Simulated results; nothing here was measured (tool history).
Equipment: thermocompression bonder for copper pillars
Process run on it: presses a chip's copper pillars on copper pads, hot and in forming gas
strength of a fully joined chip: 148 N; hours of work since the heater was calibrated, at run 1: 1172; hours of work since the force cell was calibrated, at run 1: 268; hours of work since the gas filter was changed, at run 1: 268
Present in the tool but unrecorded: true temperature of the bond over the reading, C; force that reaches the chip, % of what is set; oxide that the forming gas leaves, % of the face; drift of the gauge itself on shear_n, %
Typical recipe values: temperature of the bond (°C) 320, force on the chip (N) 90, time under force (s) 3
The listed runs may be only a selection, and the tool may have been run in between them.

| run | hour | temperature of the bond (°C) | force on the chip (N) | time under force (s) | hours of work since the heater was calibrated | hours of work since the force cell was calibrated | hours of work since the gas filter was changed | force that shears a chip off (N) |
|---|---|---|---|---|---|---|---|---|
| 1 | 0.0 | 320 | 90 | 3 | 1172 | 268 | 268 | 69.1 |
| 2 | 60.1 | 320 | 90 | 3 | 1216 | 312 | 312 | 69.9 |
|  | 130.4 | forming gas filter changed |
| 3 | 141.4 | 313 | 90 | 3 | 1275 | 372 | 8 | 66.8 |
| 4 | 221.7 | 313 | 90 | 3 | 1334 | 430 | 67 | 66.4 |
| 5 | 286.4 | 320 | 69 | 3 | 1381 | 478 | 114 | 58.6 |
| 6 | 354.0 | 320 | 90 | 3 | 1431 | 527 | 164 | 70.4 |
| 7 | 427.3 | 320 | 90 | 3 | 1485 | 581 | 218 | 69.8 |
|  | 463.8 | heater calibrated with a thermocouple chip |
| 8 | 492.7 | 320 | 90 | 3 | 21 | 628 | 264 | 70.0 |
| 9 | 543.8 | 320 | 90 | 3 | 59 | 665 | 302 | 69.3 |
| 10 | 591.3 | 320 | 90 | 3 | 94 | 700 | 336 | 70.8 |
|  | 633.1 | forming gas filter changed |
| 11 | 654.1 | 320 | 90 | 3 | 139 | 746 | 15 | 70.0 |
| 12 | 702.0 | 320 | 90 | 3 | 174 | 781 | 50 | 69.9 |
|  | 708.4 | force cell calibrated |
| 13 | 782.6 | 320 | 90 | 3 | 232 | 54 | 108 | 69.5 |
| 14 | 822.5 | 320 | 73 | 3 | 262 | 84 | 138 | 61.5 |
| 15 | 907.6 | 320 | 73 | 3 | 324 | 146 | 200 | 61.7 |
| 16 | 994.7 | 320 | 90 | 3 | 388 | 210 | 264 | 69.4 |
| 17 | 1069.3 | 320 | 90 | 3 | 442 | 265 | 319 | 69.2 |
|  | 1132.8 | forming gas filter changed |
| 18 | 1149.1 | 320 | 90 | 4 | 501 | 323 | 12 | 77.6 |
| 19 | 1197.7 | 320 | 90 | 3 | 536 | 358 | 48 | 70.6 |
| 20 | 1254.2 | 320 | 90 | 3 | 578 | 400 | 89 | 70.9 |
| 21 | 1328.6 | 313 | 65 | 2 | 632 | 454 | 144 | 46.7 |
| 22 | 1412.2 | 347 | 65 | 4 | 694 | 516 | 205 | 76.4 |
| 23 | 1493.6 | 312 | 60 | 7 | 753 | 575 | 265 | 68.9 |
| 24 | 1560.2 | 312 | 60 | 7 | 802 | 624 | 313 | 70.1 |
| 25 | 1611.5 | 320 | 115 | 4 | 840 | 662 | 351 | 87.2 |
|  | 1631.5 | forming gas filter changed |
| 26 | 1665.3 | 320 | 115 | 4 | 879 | 701 | 25 | 88.6 |
| 27 | 1720.8 | 303 | 115 | 4 | 919 | 742 | 65 | 81.0 |
|  | 1783.1 | force cell calibrated |
| 28 | 1807.7 | 313 | 124 | 7 | 982 | 18 | 128 | 103.7 |
| 29 | 1845.6 | 340 | 90 | 7 | 1010 | 46 | 156 | 103.5 |
| 30 | 1927.9 | 340 | 90 | 7 | 1070 | 106 | 216 | 102.7 |
| 31 | 2000.8 | 329 | 86 | 4 | 1124 | 160 | 270 | 80.1 |
| 32 | 2056.4 | 323 | 92 | 8 | 1164 | 200 | 310 | 97.8 |
| 33 | 2127.7 | 323 | 92 | 8 | 1217 | 253 | 363 | 99.0 |
|  | 2132.4 | forming gas filter changed |
| 34 | 2209.5 | 345 | 117 | 3 | 1276 | 312 | 57 | 96.3 |
| 35 | 2294.2 | 345 | 117 | 3 | 1338 | 374 | 119 | 96.2 |
| 36 | 2362.3 | 306 | 101 | 5 | 1388 | 424 | 169 | 79.9 |
| 37 | 2408.6 | 324 | 90 | 8 | 1422 | 458 | 203 | 98.7 |
| 38 | 2472.5 | 343 | 86 | 2 | 1469 | 505 | 249 | 69.8 |
|  | 2528.8 | heater calibrated with a thermocouple chip |
| 39 | 2535.5 | 301 | 67 | 6 | 5 | 550 | 294 | 64.9 |

How the hidden state differs across the entries between the runs, from the last listed run before each to the first after it:
In the gap between runs 2 and 3: forming gas filter changed (hour 130.4)
  force that reaches the chip, % of what is set: 100.2 -> 100.3; oxide that the forming gas leaves, % of the face: 1.08 -> 0.53
In the gap between runs 7 and 8: heater calibrated with a thermocouple chip (hour 463.8)
  true temperature of the bond over the reading, C: 0.8 -> 0; oxide that the forming gas leaves, % of the face: 0.95 -> 1.05
In the gap between runs 10 and 11: forming gas filter changed (hour 633.1)
  oxide that the forming gas leaves, % of the face: 1.2 -> 0.53
In the gap between runs 12 and 13: force cell calibrated (hour 708.4)
  force that reaches the chip, % of what is set: 100.5 -> 100.1; oxide that the forming gas leaves, % of the face: 0.6 -> 0.72
In the gap between runs 17 and 18: forming gas filter changed (hour 1132.8)
  oxide that the forming gas leaves, % of the face: 1.15 -> 0.53
In the gap between runs 25 and 26: forming gas filter changed (hour 1631.5)
  true temperature of the bond over the reading, C: 0.4 -> 0.5; oxide that the forming gas leaves, % of the face: 1.22 -> 0.55
In the gap between runs 27 and 28: force cell calibrated (hour 1783.1)
  force that reaches the chip, % of what is set: 100.5 -> 100; oxide that the forming gas leaves, % of the face: 0.63 -> 0.76
In the gap between runs 33 and 34: forming gas filter changed (hour 2132.4)
  oxide that the forming gas leaves, % of the face: 1.24 -> 0.62
In the gap between runs 38 and 39: heater calibrated with a thermocouple chip (hour 2528.8)
  true temperature of the bond over the reading, C: 0.8 -> -0.1; force that reaches the chip, % of what is set: 100.3 -> 100.4; oxide that the forming gas leaves, % of the face: 1.02 -> 1.11

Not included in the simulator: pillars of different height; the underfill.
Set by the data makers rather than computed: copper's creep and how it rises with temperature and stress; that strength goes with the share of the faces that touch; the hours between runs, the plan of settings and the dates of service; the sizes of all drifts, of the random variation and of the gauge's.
